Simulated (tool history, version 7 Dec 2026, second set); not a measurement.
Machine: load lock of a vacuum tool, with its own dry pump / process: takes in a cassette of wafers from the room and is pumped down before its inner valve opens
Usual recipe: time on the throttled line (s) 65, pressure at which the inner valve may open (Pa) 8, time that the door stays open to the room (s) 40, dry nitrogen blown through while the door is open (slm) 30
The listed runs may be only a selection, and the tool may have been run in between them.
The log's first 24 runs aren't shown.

run,hour,time on the throttled line (s),pressure at which the inner valve may open (Pa),time that the door stays open to the room (s),dry nitrogen blown through while the door is open (slm),hours that the pump has run since its overhaul,times that the door has closed on its seal,"incoming humidity of the room's air, %",time from the closed door until the inner valve may open (s),rise of the pressure with all valves shut (Pa/min)
25,3600.6,65,7,84,25,3534,26708,49.1,116.7,0.067
26,3712.4,65,7,84,25,3646,26964,46.8,117.5,0.068
27,3918.4,74,7,171,25,3852,27437,46.3,124.2,0.084
28,4070,74,9,171,13,4004,27785,42,121.5,0.094
29,4259.6,93,9,132,6,4193,28220,48.1,138.4,0.106
30,4351.6,65,6,40,31,4285,28431,42.7,117.2,0.055
31,4538.4,65,6,71,5,4472,28859,47.1,119.4,0.091
32,4730.7,65,6,71,5,4664,29301,43.8,118.7,0.094
33,4912.7,65,6,71,5,4846,29718,46.5,118.8,0.09
34,5109.6,65,6,63,5,5043,30170,45,119.3,0.089
35,5207.9,65,6,63,5,5141,30396,44.3,119.1,0.086
36,5409,36,8,40,14,5343,30857,44.4,95.7,0.076
37,5537.3,71,8,183,25,5471,31152,45,122.4,0.089
38,5695.4,62,8,62,5,5629,31514,43.4,115.4,0.082

3 options for the next run, each taken on its own from the tool as it stands now. Forecast them:
A,5800.8,76,8,40,5,5734,31756,42.6,?,?
B,5800.8,95,10,62,12,5734,31756,45.8,?,?
C,5800.8,51,14,40,30,5734,31756,43,?,?

run,time from the closed door until the inner valve may open (s),rise of the pressure with all valves shut (Pa/min)
A,127.3,0.08
B,139.1,0.081
C,103.5,0.065
What these runs would have given with no unlogged condition in the tool:
run,time from the closed door until the inner valve may open (s),rise of the pressure with all valves shut (Pa/min)
A,121.6,0.034
B,134.2,0.035
C,97.7,0.019

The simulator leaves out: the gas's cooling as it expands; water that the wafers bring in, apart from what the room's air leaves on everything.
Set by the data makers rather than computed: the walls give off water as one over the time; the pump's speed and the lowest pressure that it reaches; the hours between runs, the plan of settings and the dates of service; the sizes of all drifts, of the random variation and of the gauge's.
